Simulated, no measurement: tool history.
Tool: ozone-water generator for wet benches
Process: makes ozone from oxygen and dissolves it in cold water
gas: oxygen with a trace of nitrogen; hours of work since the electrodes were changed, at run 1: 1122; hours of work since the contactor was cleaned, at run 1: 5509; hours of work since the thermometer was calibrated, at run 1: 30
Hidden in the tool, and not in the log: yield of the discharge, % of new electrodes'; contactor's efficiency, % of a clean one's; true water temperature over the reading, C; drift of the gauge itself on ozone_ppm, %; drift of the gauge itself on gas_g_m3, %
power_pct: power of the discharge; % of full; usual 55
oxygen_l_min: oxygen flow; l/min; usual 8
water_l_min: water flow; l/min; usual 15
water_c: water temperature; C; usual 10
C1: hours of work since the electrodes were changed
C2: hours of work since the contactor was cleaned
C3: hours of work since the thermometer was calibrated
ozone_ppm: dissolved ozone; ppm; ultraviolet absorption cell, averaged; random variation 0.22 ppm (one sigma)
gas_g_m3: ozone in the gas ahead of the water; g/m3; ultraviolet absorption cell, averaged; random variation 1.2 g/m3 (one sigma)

Run 1, hour 0: usual settings; C1 1122; C2 5509; C3 30. Result: ozone_ppm 32.4 ppm, gas_g_m3 215.3 g/m3.
Run 2, hour 143.1: usual settings; C1 1225; C2 5611; C3 133. Result: ozone_ppm 32.4 ppm, gas_g_m3 214 g/m3.
At hour 245: contactor cleaned.
Run 3, hour 277.6: usual settings; C1 1318; C2 23; C3 226. Result: ozone_ppm 32.1 ppm, gas_g_m3 215.6 g/m3.
Run 4, hour 418.2: usual settings; C1 1419; C2 124; C3 327. Result: ozone_ppm 32.6 ppm, gas_g_m3 214.4 g/m3.
Run 5, hour 543.2: usual settings; C1 1508; C2 213; C3 416. Result: ozone_ppm 32.4 ppm, gas_g_m3 214.2 g/m3.
Run 6, hour 638.7: usual settings; C1 1577; C2 282; C3 485. Result: ozone_ppm 32.4 ppm, gas_g_m3 215 g/m3.
Run 7, hour 734.3: usual settings but power_pct 46 % of full; C1 1645; C2 350; C3 553. Result: ozone_ppm 29.1 ppm, gas_g_m3 192.8 g/m3.
Run 8, hour 833.9: usual settings; C1 1716; C2 422; C3 624. Result: ozone_ppm 32.3 ppm, gas_g_m3 212.7 g/m3.
Run 9, hour 949.5: usual settings; C1 1799; C2 504; C3 707. Result: ozone_ppm 32.3 ppm, gas_g_m3 214.3 g/m3.
Run 10, hour 1028.9: usual settings but power_pct 60 % of full, oxygen_l_min 11.32 l/min; C1 1856; C2 561; C3 764. Result: ozone_ppm 34.7 ppm, gas_g_m3 202.7 g/m3.
Run 11, hour 1088.6: usual settings but power_pct 60 % of full, oxygen_l_min 11.32 l/min; C1 1899; C2 604; C3 807. Result: ozone_ppm 34.8 ppm, gas_g_m3 202.9 g/m3.
Run 12, hour 1205.8: usual settings but power_pct 52 % of full, oxygen_l_min 5.87 l/min, water_c 6 C; C1 1983; C2 688; C3 891. Result: ozone_ppm 31.2 ppm, gas_g_m3 229.7 g/m3.
Run 13, hour 1298.1: usual settings but power_pct 76 % of full, water_l_min 18 l/min, water_c 8 C; C1 2049; C2 754; C3 957. Result: ozone_ppm 35.5 ppm, gas_g_m3 263.2 g/m3.
Run 14, hour 1406.4: usual settings but power_pct 68 % of full, oxygen_l_min 10.09 l/min, water_l_min 10 l/min, water_c 7 C; C1 2126; C2 831; C3 1034. Result: ozone_ppm 51.7 ppm, gas_g_m3 226.4 g/m3.
Run 15, hour 1535.1: usual settings but water_l_min 22 l/min; C1 2218; C2 924; C3 1126. Result: ozone_ppm 23.9 ppm, gas_g_m3 215.2 g/m3.

Forecast each of these 3 alternatives for the next run:
Run A, hour 1652.1: usual settings but power_pct 79 % of full, water_c 8 C; C1 2302; C2 1007; C3 1210. Result: ozone_ppm ?, gas_g_m3 ?.
Run B, hour 1652.1: usual settings but oxygen_l_min 9.07 l/min; C1 2302; C2 1007; C3 1210. Result: ozone_ppm ?, gas_g_m3 ?.
Run C, hour 1652.1: usual settings but power_pct 82 % of full, oxygen_l_min 12.74 l/min, water_l_min 11 l/min; C1 2302; C2 1007; C3 1210. Result: ozone_ppm ?, gas_g_m3 ?.

run  ozone_ppm  gas_g_m3
  A       42.1     270.4
  B       32.9     206.2
  C       51.5     236.7
Without the tool's hidden state the same runs would have given:
run  ozone_ppm  gas_g_m3
  A       42.1     270.5
  B       32.9     206.3
  C       51.5     236.7
